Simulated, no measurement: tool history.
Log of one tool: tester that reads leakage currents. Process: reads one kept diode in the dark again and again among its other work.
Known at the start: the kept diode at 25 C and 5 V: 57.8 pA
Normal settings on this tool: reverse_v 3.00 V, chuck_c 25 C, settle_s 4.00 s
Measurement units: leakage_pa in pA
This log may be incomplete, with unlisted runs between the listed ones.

run 1 hour=0.0 | reverse_v=3.00 chuck_c=25 settle_s=4.00 | leakage_pa=45.14
run 2 hour=148.4 | reverse_v=3.00 chuck_c=25 settle_s=4.00 | leakage_pa=45.02
-- hour=163.6 chuck's temperature calibrated
run 3 hour=265.4 | reverse_v=3.00 chuck_c=25 settle_s=4.00 | leakage_pa=45.33
run 4 hour=338.6 | reverse_v=3.00 chuck_c=25 settle_s=4.79 | leakage_pa=45.29
-- hour=405.7 probe card cleaned and baked
run 5 hour=465.3 | reverse_v=3.00 chuck_c=25 settle_s=4.79 | leakage_pa=45.21
run 6 hour=619.0 | reverse_v=3.00 chuck_c=25 settle_s=4.79 | leakage_pa=45.07
run 7 hour=754.5 | reverse_v=3.00 chuck_c=25 settle_s=4.79 | leakage_pa=45.09
run 8 hour=849.7 | reverse_v=3.00 chuck_c=35 settle_s=4.00 | leakage_pa=111.67
run 9 hour=997.1 | reverse_v=3.00 chuck_c=35 settle_s=4.00 | leakage_pa=111.90
run 10 hour=1136.2 | reverse_v=3.00 chuck_c=35 settle_s=4.00 | leakage_pa=111.81
run 11 hour=1292.6 | reverse_v=3.00 chuck_c=25 settle_s=4.00 | leakage_pa=45.16
run 12 hour=1401.1 | reverse_v=3.00 chuck_c=25 settle_s=4.00 | leakage_pa=45.26
run 13 hour=1508.3 | reverse_v=3.00 chuck_c=25 settle_s=4.28 | leakage_pa=45.23
-- hour=1614.0 tester calibrated
run 14 hour=1635.8 | reverse_v=3.35 chuck_c=25 settle_s=4.28 | leakage_pa=48.03
run 15 hour=1780.1 | reverse_v=3.35 chuck_c=25 settle_s=4.28 | leakage_pa=47.71
run 16 hour=1904.6 | reverse_v=3.35 chuck_c=25 settle_s=4.28 | leakage_pa=47.83
run 17 hour=2026.1 | reverse_v=1.13 chuck_c=25 settle_s=4.28 | leakage_pa=27.70
run 18 hour=2134.9 | reverse_v=1.13 chuck_c=25 settle_s=4.28 | leakage_pa=27.82
-- hour=2171.9 chuck's temperature calibrated
run 19 hour=2215.2 | reverse_v=3.00 chuck_c=25 settle_s=4.00 | leakage_pa=45.05
run 20 hour=2357.9 | reverse_v=3.00 chuck_c=25 settle_s=4.00 | leakage_pa=45.30
run 21 hour=2519.1 | reverse_v=2.16 chuck_c=35 settle_s=0.49 | leakage_pa=96.36
run 22 hour=2647.2 | reverse_v=2.16 chuck_c=35 settle_s=0.81 | leakage_pa=95.57
run 23 hour=2781.4 | reverse_v=3.10 chuck_c=26 settle_s=0.81 | leakage_pa=51.47
run 24 hour=2868.4 | reverse_v=3.44 chuck_c=25 settle_s=4.00 | leakage_pa=48.29
run 25 hour=2951.8 | reverse_v=3.44 chuck_c=37 settle_s=4.00 | leakage_pa=142.38
run 26 hour=3085.3 | reverse_v=3.44 chuck_c=37 settle_s=4.00 | leakage_pa=141.67
run 27 hour=3217.2 | reverse_v=17.59 chuck_c=25 settle_s=4.39 | leakage_pa=108.90
run 28 hour=3353.1 | reverse_v=17.59 chuck_c=25 settle_s=4.39 | leakage_pa=109.13
run 29 hour=3501.3 | reverse_v=1.27 chuck_c=38 settle_s=0.38 | leakage_pa=95.61
run 30 hour=3622.3 | reverse_v=4.46 chuck_c=57 settle_s=5.76 | leakage_pa=817.22
run 31 hour=3765.4 | reverse_v=3.11 chuck_c=53 settle_s=0.68 | leakage_pa=501.04
run 32 hour=3854.9 | reverse_v=2.59 chuck_c=49 settle_s=3.10 | leakage_pa=332.69
run 33 hour=4011.8 | reverse_v=2.05 chuck_c=25 settle_s=5.32 | leakage_pa=37.17
run 34 hour=4158.1 | reverse_v=2.05 chuck_c=47 settle_s=1.16 | leakage_pa=253.96
-- hour=4179.3 chuck's temperature calibrated
run 35 hour=4266.5 | reverse_v=2.05 chuck_c=47 settle_s=1.16 | leakage_pa=253.83
run 36 hour=4425.6 | reverse_v=10.53 chuck_c=45 settle_s=0.33 | leakage_pa=493.56
run 37 hour=4512.7 | reverse_v=3.00 chuck_c=21 settle_s=6.05 | leakage_pa=31.03
run 38 hour=4600.2 | reverse_v=1.13 chuck_c=49 settle_s=4.65 | leakage_pa=222.05
run 39 hour=4717.9 | reverse_v=7.11 chuck_c=25 settle_s=4.00 | leakage_pa=69.40
run 40 hour=4822.9 | reverse_v=7.11 chuck_c=25 settle_s=4.00 | leakage_pa=69.19

4 options for the next run, each taken on its own from the tool as it stands now. Forecast them:
run A hour=4926.4 | reverse_v=1.08 chuck_c=54 settle_s=1.74 | leakage_pa=?
run B hour=4926.4 | reverse_v=1.24 chuck_c=45 settle_s=4.00 | leakage_pa=?
run C hour=4926.4 | reverse_v=7.11 chuck_c=31 settle_s=1.29 | leakage_pa=?
run D hour=4926.4 | reverse_v=3.93 chuck_c=25 settle_s=4.00 | leakage_pa=?

run=A leakage_pa=323.15
run=B leakage_pa=167.70
run=C leakage_pa=120.68
run=D leakage_pa=51.73
With no hidden state in the tool, these same runs would have given:
run=A leakage_pa=323.23
run=B leakage_pa=167.73
run=C leakage_pa=120.65
run=D leakage_pa=51.71

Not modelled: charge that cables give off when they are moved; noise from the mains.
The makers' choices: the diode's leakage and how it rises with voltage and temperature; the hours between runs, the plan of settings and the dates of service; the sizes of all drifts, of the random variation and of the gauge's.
